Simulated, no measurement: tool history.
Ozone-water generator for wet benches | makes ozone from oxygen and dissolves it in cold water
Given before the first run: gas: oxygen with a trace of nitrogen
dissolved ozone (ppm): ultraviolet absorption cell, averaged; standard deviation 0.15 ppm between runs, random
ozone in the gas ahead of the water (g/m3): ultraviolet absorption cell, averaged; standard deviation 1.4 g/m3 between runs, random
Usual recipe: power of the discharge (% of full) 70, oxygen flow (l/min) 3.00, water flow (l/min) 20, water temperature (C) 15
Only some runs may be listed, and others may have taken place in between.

run    hour  power of the discharge (% of full)  oxygen flow (l/min)  water flow (l/min)  water temperature (C)  dissolved ozone (ppm)  ozone in the gas ahead of the water (g/m3)
  1     0.0                                  70                 3.00                  20                     15                   16.3                                       257.8
  2   194.6                                  70                 3.00                  20                     15                   16.3                                       260.1
  3   278.4                                  70                 3.00                  20                     15                   16.3                                       260.0
  4   374.4                                  70                 3.00                  20                     15                   16.2                                       256.3
  5   466.5                                  44                 3.00                  20                     15                   12.5                                       201.8
  6   569.7                                  70                 3.00                  20                     15                   16.2                                       257.6
  7   711.6                                  70                 2.96                  20                     15                   16.1                                       255.6
      730.7  -- contactor cleaned
  8   898.2                                  70                 2.96                  20                     15                   15.6                                       258.6
  9  1032.3                                  70                 2.96                  20                     15                   15.4                                       256.4
 10  1201.2                                  70                 2.96                  20                     15                   15.5                                       256.9
 11  1305.7                                  70                 2.96                  20                     15                   15.2                                       256.5
 12  1439.8                                  70                 4.49                  20                     15                   17.2                                       217.7
 13  1609.6                                  70                 4.49                  20                     15                   17.0                                       216.1
 14  1709.5                                  70                 4.49                  20                     15                   17.0                                       216.2
 15  1854.1                                  70                 3.00                  20                      8                   16.5                                       254.1

Run 16 comes next. What will it give?
     1909.8  -- contactor cleaned, once more
     1949.3  -- water thermometer calibrated
 16  1953.2                                  55                 4.97                  14                     13                      ?                                           ?

Run 16 measured dissolved ozone (ppm) 24.9, ozone in the gas ahead of the water (g/m3) 184.1.
With the hidden condition absent and the run-to-run variation left alone, this run would have shown dissolved ozone (ppm) 26.1, ozone in the gas ahead of the water (g/m3) 192.7.
